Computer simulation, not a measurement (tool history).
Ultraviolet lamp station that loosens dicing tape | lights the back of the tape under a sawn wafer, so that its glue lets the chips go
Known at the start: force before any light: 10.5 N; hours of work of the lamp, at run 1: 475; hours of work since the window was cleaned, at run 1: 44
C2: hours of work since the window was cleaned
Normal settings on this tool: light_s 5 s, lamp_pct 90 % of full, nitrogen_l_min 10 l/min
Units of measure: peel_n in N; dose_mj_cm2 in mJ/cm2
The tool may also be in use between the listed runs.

run 1 day=0.000 | light_s=5 lamp_pct=90 nitrogen_l_min=10 | hours_of_work_of_the_lamp=475 C2=44 | peel_n=1.580 dose_mj_cm2=475
run 2 day=0.983 | light_s=5 lamp_pct=90 nitrogen_l_min=10 | hours_of_work_of_the_lamp=486 C2=55 | peel_n=1.612 dose_mj_cm2=477
run 3 day=2.271 | light_s=5 lamp_pct=90 nitrogen_l_min=10 | hours_of_work_of_the_lamp=501 C2=70 | peel_n=1.575 dose_mj_cm2=465
run 4 day=3.225 | light_s=5 lamp_pct=90 nitrogen_l_min=10 | hours_of_work_of_the_lamp=511 C2=81 | peel_n=1.670 dose_mj_cm2=462
run 5 day=4.050 | light_s=5 lamp_pct=79 nitrogen_l_min=10 | hours_of_work_of_the_lamp=521 C2=90 | peel_n=2.058 dose_mj_cm2=401
run 6 day=5.467 | light_s=5 lamp_pct=90 nitrogen_l_min=10 | hours_of_work_of_the_lamp=537 C2=106 | peel_n=1.686 dose_mj_cm2=453
run 7 day=6.192 | light_s=8 lamp_pct=90 nitrogen_l_min=10 | hours_of_work_of_the_lamp=545 C2=114 | peel_n=0.672 dose_mj_cm2=725
run 8 day=6.921 | light_s=8 lamp_pct=90 nitrogen_l_min=10 | hours_of_work_of_the_lamp=553 C2=122 | peel_n=0.679 dose_mj_cm2=711
run 9 day=7.788 | light_s=8 lamp_pct=90 nitrogen_l_min=10 | hours_of_work_of_the_lamp=563 C2=132 | peel_n=0.714 dose_mj_cm2=703
run 10 day=8.954 | light_s=8 lamp_pct=90 nitrogen_l_min=10 | hours_of_work_of_the_lamp=576 C2=145 | peel_n=0.729 dose_mj_cm2=693
run 11 day=10.212 | light_s=5 lamp_pct=90 nitrogen_l_min=10 | hours_of_work_of_the_lamp=590 C2=160 | peel_n=1.823 dose_mj_cm2=431
run 12 day=11.371 | light_s=5 lamp_pct=90 nitrogen_l_min=10 | hours_of_work_of_the_lamp=603 C2=173 | peel_n=1.888 dose_mj_cm2=425
run 13 day=12.329 | light_s=4 lamp_pct=90 nitrogen_l_min=10 | hours_of_work_of_the_lamp=614 C2=183 | peel_n=2.690 dose_mj_cm2=335
run 14 day=13.100 | light_s=5 lamp_pct=72 nitrogen_l_min=10 | hours_of_work_of_the_lamp=623 C2=192 | peel_n=2.655 dose_mj_cm2=332
run 15 day=13.950 | light_s=5 lamp_pct=72 nitrogen_l_min=10 | hours_of_work_of_the_lamp=632 C2=202 | peel_n=2.726 dose_mj_cm2=329
run 16 day=15.346 | light_s=5 lamp_pct=72 nitrogen_l_min=10 | hours_of_work_of_the_lamp=648 C2=217 | peel_n=2.766 dose_mj_cm2=326
run 17 day=16.562 | light_s=5 lamp_pct=62 nitrogen_l_min=17 | hours_of_work_of_the_lamp=662 C2=231 | peel_n=2.894 dose_mj_cm2=281
run 18 day=17.954 | light_s=3 lamp_pct=90 nitrogen_l_min=4 | hours_of_work_of_the_lamp=678 C2=247 | peel_n=5.091 dose_mj_cm2=237
run 19 day=19.079 | light_s=2 lamp_pct=64 nitrogen_l_min=3 | hours_of_work_of_the_lamp=690 C2=260 | peel_n=7.465 dose_mj_cm2=110
run 20 day=20.346 | light_s=3 lamp_pct=86 nitrogen_l_min=8 | hours_of_work_of_the_lamp=705 C2=274 | peel_n=4.536 dose_mj_cm2=221
run 21 day=21.792 | light_s=3 lamp_pct=86 nitrogen_l_min=8 | hours_of_work_of_the_lamp=721 C2=290 | peel_n=4.860 dose_mj_cm2=218
run 22 day=22.975 | light_s=3 lamp_pct=99 nitrogen_l_min=8 | hours_of_work_of_the_lamp=734 C2=304 | peel_n=4.068 dose_mj_cm2=242
run 23 day=23.729 | light_s=5 lamp_pct=63 nitrogen_l_min=10 | hours_of_work_of_the_lamp=743 C2=312 | peel_n=3.590 dose_mj_cm2=265
run 24 day=25.021 | light_s=5 lamp_pct=63 nitrogen_l_min=10 | hours_of_work_of_the_lamp=757 C2=327 | peel_n=3.593 dose_mj_cm2=257
run 25 day=26.396 | light_s=5 lamp_pct=96 nitrogen_l_min=14 | hours_of_work_of_the_lamp=773 C2=342 | peel_n=1.874 dose_mj_cm2=379
run 26 day=26.992 | light_s=5 lamp_pct=96 nitrogen_l_min=14 | hours_of_work_of_the_lamp=780 C2=349 | peel_n=1.918 dose_mj_cm2=380
run 27 day=27.717 | light_s=3 lamp_pct=66 nitrogen_l_min=6 | hours_of_work_of_the_lamp=788 C2=357 | peel_n=6.156 dose_mj_cm2=161
run 28 day=28.742 | light_s=3 lamp_pct=66 nitrogen_l_min=6 | hours_of_work_of_the_lamp=799 C2=369 | peel_n=6.173 dose_mj_cm2=157
run 29 day=29.962 | light_s=8 lamp_pct=66 nitrogen_l_min=6 | hours_of_work_of_the_lamp=813 C2=382 | peel_n=2.662 dose_mj_cm2=401
run 30 day=31.288 | light_s=2 lamp_pct=81 nitrogen_l_min=6 | hours_of_work_of_the_lamp=828 C2=397 | peel_n=6.736 dose_mj_cm2=122
run 31 day=32.771 | light_s=6 lamp_pct=64 nitrogen_l_min=6 | hours_of_work_of_the_lamp=845 C2=414 | peel_n=3.967 dose_mj_cm2=286
run 32 day=33.975 | light_s=2 lamp_pct=90 nitrogen_l_min=6 | hours_of_work_of_the_lamp=858 C2=428 | peel_n=6.659 dose_mj_cm2=129

Consider 3 possible next runs. They are alternatives, not a sequence: every one starts from the tool as it was left by run 32. What does each give?
run A day=34.967 | light_s=2 lamp_pct=93 nitrogen_l_min=4 | hours_of_work_of_the_lamp=870 C2=439 | peel_n=? dose_mj_cm2=?
run B day=34.967 | light_s=2 lamp_pct=69 nitrogen_l_min=10 | hours_of_work_of_the_lamp=870 C2=439 | peel_n=? dose_mj_cm2=?
run C day=34.967 | light_s=5 lamp_pct=79 nitrogen_l_min=10 | hours_of_work_of_the_lamp=870 C2=439 | peel_n=? dose_mj_cm2=?

run=A peel_n=7.188 dose_mj_cm2=138
run=B peel_n=6.831 dose_mj_cm2=102
run=C peel_n=3.260 dose_mj_cm2=287
Without the tool's hidden state the same runs would have given:
run=A peel_n=4.958 dose_mj_cm2=264
run=B peel_n=4.664 dose_mj_cm2=196
run=C peel_n=1.168 dose_mj_cm2=557

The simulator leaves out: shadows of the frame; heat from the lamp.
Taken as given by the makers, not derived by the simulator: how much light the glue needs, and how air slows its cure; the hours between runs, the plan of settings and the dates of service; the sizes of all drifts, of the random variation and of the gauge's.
